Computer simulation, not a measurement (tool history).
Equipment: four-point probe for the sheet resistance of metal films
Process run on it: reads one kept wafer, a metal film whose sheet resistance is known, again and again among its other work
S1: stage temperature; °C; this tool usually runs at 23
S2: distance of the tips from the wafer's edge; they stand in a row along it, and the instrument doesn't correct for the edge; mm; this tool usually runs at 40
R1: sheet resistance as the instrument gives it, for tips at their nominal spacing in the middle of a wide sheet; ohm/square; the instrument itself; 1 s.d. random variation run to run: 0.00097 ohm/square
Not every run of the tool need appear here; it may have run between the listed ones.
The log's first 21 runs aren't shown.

run,hour,S1,S2,R1
22,2160.4,23,40,4.819333
23,2232.4,23,40,4.816998
24,2359.2,23,40,4.817001
25,2479.9,28,5,4.935514
26,2565.9,19,35,4.802036
27,2684.3,18,40,4.794731
28,2810.2,19,40,4.798959
29,2897.6,21,3,5.075224
30,2967.9,24,46,4.816540
31,3037.7,24,65,4.814623
32,3166.9,24,65,4.815345
33,3297.3,18,7,4.844132
34,3429.4,23,65,4.810816
35,3566.1,23,9,4.841598
36,3666.2,20,8,4.839441
37,3726.9,20,8,4.837295
38,3795.6,20,15,4.807787
39,3870.7,20,15,4.807937
40,3950.4,24,12,4.829338
41,4074.3,24,12,4.829452
42,4215.7,35,50,4.853394
43,4302.3,19,48,4.791504
44,4411.9,22,40,4.805423

Predict the results of run 45:
45,4512.5,22,40,?

{"run 45": {"R1": 4.802558}}
Had the tool carried no hidden state, the very same run would have given R1 4.836774 ohm/square.
